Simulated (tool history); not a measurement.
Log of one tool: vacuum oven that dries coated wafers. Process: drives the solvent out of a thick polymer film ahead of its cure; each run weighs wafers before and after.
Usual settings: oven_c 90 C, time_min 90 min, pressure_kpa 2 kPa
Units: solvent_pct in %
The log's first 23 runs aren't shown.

run   hour  oven_c  time_min  pressure_kpa  solvent_pct
 24  373.1      92        90          5.19          4.8
 25  389.5      92        90          5.19         4.87
 26  400.5     101        68          1.41         2.83
 27  422.9     101        68          1.41         2.91
 28  440.7     101        68          1.41         2.92
 29  459.1     100        88          2.75          2.3
 30  469.7      90        58             2         7.15
 31  492.9      90        46           2.1          8.5
 32  504.6      79        88          2.79         8.63
 33  520.3      79        88          6.59         9.96
 34  542.7      79        88          6.59         9.83
 35  552.7      76        69          3.59        11.06
 36    575      86       103          1.26         4.97
 37    598     101       103          3.45         1.73
 38  614.8     100       136          3.68         1.36
 39  629.8      95        59           3.7          5.8
 40  644.2      90        74             2         5.72
 41  656.4      90       131          1.06         2.62
 42  667.2      75        94          2.48         9.58

4 ways to go on from here, each from the tool as it stands after run 42. What would each give?
  A  680.8      88        94          2.48            ?
  B  680.8      78        83          2.48            ?
  C  680.8      90        60          1.23            ?
  D  680.8      90       119          4.42            ?

run  solvent_pct
  A         5.21
  B         9.19
  C         6.74
  D         4.05
Without the tool's hidden state the same runs would have given:
run  solvent_pct
  A         5.18
  B         9.16
  C         6.72
  D         4.02

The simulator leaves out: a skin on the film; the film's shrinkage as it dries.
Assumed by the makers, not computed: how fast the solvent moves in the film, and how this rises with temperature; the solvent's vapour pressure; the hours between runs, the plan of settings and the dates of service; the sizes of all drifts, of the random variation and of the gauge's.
